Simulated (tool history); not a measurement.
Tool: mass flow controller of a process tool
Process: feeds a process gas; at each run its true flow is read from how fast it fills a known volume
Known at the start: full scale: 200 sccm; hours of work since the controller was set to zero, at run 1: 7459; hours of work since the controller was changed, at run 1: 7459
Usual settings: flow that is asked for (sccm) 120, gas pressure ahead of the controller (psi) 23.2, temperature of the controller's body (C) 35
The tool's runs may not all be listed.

run,hour,flow that is asked for (sccm),gas pressure ahead of the controller (psi),temperature of the controller's body (C),hours of work since the controller was set to zero,hours of work since the controller was changed,true flow (%)
1,0.0,120,23.2,35,7459,7459,94.77
2,227.5,120,23.2,35,7618,7618,94.67
# hour 335.5: controller exchanged for a calibrated one
3,668.9,23,23.2,35,232,232,96.98
4,1079.4,120,35.8,35,518,518,98.43
5,1354.7,120,35.8,35,709,709,98.33
6,1796.7,120,23.2,35,1017,1017,98.50
7,2216.6,120,23.2,35,1309,1309,98.34
8,2609.5,120,23.2,39,1582,1582,98.43
9,2870.4,120,23.2,39,1764,1764,98.32
10,3107.7,120,23.2,39,1929,1929,98.18
11,3445.1,120,23.2,39,2163,2163,97.97
12,3759.3,120,32.5,40,2382,2382,97.69
13,4045.1,21,32.5,40,2581,2581,92.26
14,4272.8,21,32.5,40,2739,2739,91.98
# hour 4301.8: controller's zero set anew
15,4661.9,21,27.8,40,251,3010,89.75
16,5067.5,21,27.8,40,533,3292,89.25
17,5286.8,50,23.2,35,685,3444,93.57
18,5546.9,50,23.2,35,866,3625,93.40
# hour 5823.6: controller's zero set anew, once more
19,5881.9,107,23.2,38,41,3858,97.89
20,6211.3,50,27.1,24,270,4087,95.73
21,6399.9,175,26.5,24,401,4218,98.07

3 ways to go on from here, each from the tool as it stands after run 21. What would each give?
A,6853.3,24,35.2,31,716,4534,?
B,6853.3,29,21.0,35,716,4534,?
C,6853.3,29,22.0,24,716,4534,?

run,true flow (%)
A,94.36
B,95.20
C,94.74
Without the tool's hidden state the same runs would have given:
run,true flow (%)
A,97.23
B,97.85
C,97.39
